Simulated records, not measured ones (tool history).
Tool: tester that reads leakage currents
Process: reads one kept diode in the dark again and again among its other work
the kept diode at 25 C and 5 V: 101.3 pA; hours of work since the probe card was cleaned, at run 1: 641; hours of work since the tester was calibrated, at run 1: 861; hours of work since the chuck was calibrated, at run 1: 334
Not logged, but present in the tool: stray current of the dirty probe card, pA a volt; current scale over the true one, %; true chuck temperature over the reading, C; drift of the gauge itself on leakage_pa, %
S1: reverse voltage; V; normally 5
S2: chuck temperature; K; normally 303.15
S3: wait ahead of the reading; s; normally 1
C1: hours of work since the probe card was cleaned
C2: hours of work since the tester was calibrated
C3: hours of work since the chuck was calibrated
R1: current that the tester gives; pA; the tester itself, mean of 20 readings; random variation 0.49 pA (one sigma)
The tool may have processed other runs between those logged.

run	hour	S1	S2	S3	C1	C2	C3	R1
1	0	5	303.15	1	641	861	334	164.45
2	287.6	5	299.15	1	866	1086	559	112.28
3	482.7	5	303.15	1	1018	1239	711	164.82
4	701.2	5	303.15	1	1189	1410	882	163.9
# hour 771.4: probe card cleaned and baked
5	857.5	5	303.15	1	67	1529	1002	163.94
6	1139.1	5	303.15	1	287	1749	1222	163.4
# hour 1239.4: chuck's temperature calibrated
7	1317.2	5	306.15	1	425	1887	61	216.52
8	1535.9	5	306.15	1	596	2058	232	216.29
9	1764.8	5	306.15	1	775	2237	411	216.58
10	1903.9	5	303.15	4.54	884	2346	519	163.5
# hour 2053.3: tester calibrated
11	2165.7	5	303.15	6.02	1087	88	722	163.44
# hour 2362.4: probe card cleaned and baked
12	2362.4	5	303.15	1.32	0	239	874	162.79
13	2534.2	5	303.15	1	134	374	1008	164.45
14	2659.4	5	303.15	1	232	471	1106	164.17
# hour 2894.3: chuck's temperature calibrated
15	2919.3	5	303.15	0.31	434	673	20	165.42
16	3096.6	5	303.15	2	572	812	158	163.51
17	3252.8	5	303.15	2	695	934	280	163.54
18	3461.5	5	303.15	1	858	1097	443	164.34
19	3604.4	5	303.15	1	969	1209	555	164.4
20	3841.8	5	331.15	1	1155	1394	741	1806.51
# hour 3950.5: probe card cleaned and baked
21	4065.6	10.48	331.15	1	90	1567	913	2394.21
22	4196.3	1.83	331.15	0.4	192	1669	1015	1232.74
23	4424.2	1.83	331.15	0.4	370	1847	1194	1234.44
# hour 4541.8: chuck's temperature calibrated
24	4617.7	17.61	330.15	5.43	520	1997	59	2695.29
25	4850.4	2.86	302.15	1	702	2179	241	121.15
26	5015.8	9.54	304.15	1	831	2308	371	229.8
# hour 5209.3: tester calibrated
27	5236.3	9.54	304.15	1	1002	21	541	229.41
28	5519.1	10.35	308.15	0.74	1223	242	762	342.24
# hour 5539.4: probe card cleaned and baked
29	5794.8	10.35	293.15	0.52	200	455	976	83.71
30	5923.9	14.5	304.15	5.02	300	556	1076	268.3
31	6163.2	14.5	304.15	5.02	488	743	1264	269.77
# hour 6189.8: chuck's temperature calibrated
32	6393.7	1.52	310.15	1	666	922	159	199
33	6573.2	1.39	302.15	1	806	1062	300	92.18
34	6785.7	1.39	316.15	1.32	973	1228	466	326.05
35	6939.6	1.39	316.15	1.32	1093	1349	586	324.71
# hour 7123.6: probe card cleaned and baked
36	7198.1	3.13	331.15	1.13	58	1548	786	1516.6
37	7442.7	2.43	310.15	1	249	1740	977	236.62
38	7573.2	3.88	315.15	1	351	1842	1079	439.17

Below are 5 alternative next runs, each starting from the tool's condition after run 38. Predict each:
A	7698.4	8.48	299.15	1.09	449	1939	1177	?
B	7698.4	5	294.15	1	449	1939	1177	?
C	7698.4	1.7	298.15	1	449	1939	1177	?
D	7698.4	5	303.15	3.55	449	1939	1177	?
E	7698.4	17.34	303.15	1	449	1939	1177	?

run	R1
A	137.13
B	69.04
C	67.85
D	163.14
E	263.53
With no hidden state in the tool, these same runs would have given:
run	R1
A	137.03
B	68.99
C	67.8
D	163.04
E	263.34

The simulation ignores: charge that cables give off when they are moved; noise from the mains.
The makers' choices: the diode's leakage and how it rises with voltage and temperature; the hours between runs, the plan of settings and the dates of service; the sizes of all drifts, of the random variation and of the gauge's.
